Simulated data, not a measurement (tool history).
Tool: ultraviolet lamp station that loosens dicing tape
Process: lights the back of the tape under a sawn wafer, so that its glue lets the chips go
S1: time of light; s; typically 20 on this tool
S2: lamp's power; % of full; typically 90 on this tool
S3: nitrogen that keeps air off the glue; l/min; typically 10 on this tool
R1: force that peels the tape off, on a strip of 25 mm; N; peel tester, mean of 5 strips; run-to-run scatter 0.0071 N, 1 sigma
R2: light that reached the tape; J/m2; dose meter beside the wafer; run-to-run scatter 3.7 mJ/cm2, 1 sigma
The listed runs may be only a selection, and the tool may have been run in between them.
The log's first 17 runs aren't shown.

run	hour	S1	S2	S3	R1	R2
18	118.4	23	72	10	0.361	5370
19	128.0	23	72	10	0.367	5380
20	133.5	23	72	10	0.352	5440
21	139.0	39	89	7	0.132	11300
# hour 140.5: window cleaned of glue's vapour
22	144.3	39	89	7	0.132	11240
23	150.7	12	96	13	0.709	3770
24	155.6	12	96	13	0.685	3740
25	162.9	20	90	6	0.413	5800
26	171.9	26	87	10	0.195	7310
27	180.4	28	90	10	0.161	8100
28	186.8	27	81	16	0.174	7050
# hour 191.9: window cleaned of glue's vapour, once more
29	195.1	40	65	10	0.151	8560
30	201.2	19	70	10	0.568	4350

Consider 4 possible next runs. They are alternatives, not a sequence: every one starts from the tool as it was left by run 30. What does each give?
A	210.6	24	69	10	?	?
B	210.6	35	98	10	?	?
C	210.6	18	94	10	?	?
D	210.6	33	91	4	?	?

run	R1	R2
A	0.356	5440
B	0.127	11270
C	0.338	5520
D	0.175	9900
With the hidden condition removed and each run's random variation left untouched, the same runs would have given:
run	R1	R2
A	0.305	5840
B	0.125	12090
C	0.291	5930
D	0.157	10620
